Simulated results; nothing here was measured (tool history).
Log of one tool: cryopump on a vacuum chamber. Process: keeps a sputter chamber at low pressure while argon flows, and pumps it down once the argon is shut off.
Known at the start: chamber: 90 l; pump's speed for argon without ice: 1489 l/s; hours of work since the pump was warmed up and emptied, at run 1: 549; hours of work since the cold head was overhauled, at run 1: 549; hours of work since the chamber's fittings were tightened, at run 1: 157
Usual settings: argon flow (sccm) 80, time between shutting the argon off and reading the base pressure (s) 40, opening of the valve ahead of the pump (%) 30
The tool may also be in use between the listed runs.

run	hour	argon flow (sccm)	time between shutting the argon off and reading the base pressure (s)	opening of the valve ahead of the pump (%)	hours of work since the pump was warmed up and emptied	hours of work since the cold head was overhauled	hours of work since the chamber's fittings were tightened	pressure while argon flows (Pa)	pressure after the wait (uPa)
1	0	80	40	30	549	549	157	0.3213	2.23
2	78.1	80	40	32	600	600	209	0.3034	2.27
3	163.8	80	40	32	657	657	265	0.3056	2.29
4	254.4	80	40	30	717	717	325	0.3293	2.41
5	327	80	40	30	764	764	373	0.3288	2.51
6	398.4	80	40	30	812	812	420	0.3327	2.41
7	443.3	80	40	30	841	841	450	0.3328	2.46
8	504.5	80	40	46	881	881	490	0.2311	2.5
9	555.9	69	40	15	915	915	524	0.5504	2.57
# hour 579.4: pump warmed up, emptied and cooled again
10	623.2	80	109	42	29	956	565	0.2186	1.22
11	661.6	46	109	42	54	982	590	0.1251	1.28
12	750.8	78	102	23	113	1040	649	0.3889	1.35
13	804.5	78	102	23	148	1076	684	0.389	1.37
14	892.6	78	102	23	206	1134	742	0.3897	1.42
15	937.4	80	40	27	236	1163	772	0.3455	2.61

Some steps in pressure while argon flows (Pa) between neighbouring runs. How much of each would the tool show without its hidden state too (settings, what came in, random variation), and how much is left for the hidden state, with any gauge scatter that isn't in both results?
The hidden state here: pump's speed, % of a pump's without ice; cold plate's temperature, K; leak into the chamber, uPa l/s; drift of the gauge itself on working_pa, %; drift of the gauge itself on base_upa, %.
Run 9 -> 10: argon flow (sccm) 69 -> 80, time between shutting the argon off and reading the base pressure (s) 40 -> 109, opening of the valve ahead of the pump (%) 15 -> 42, pump warmed up, emptied and cooled again. pressure while argon flows (Pa) -0.3318: hidden state -0.0278, all else -0.304.
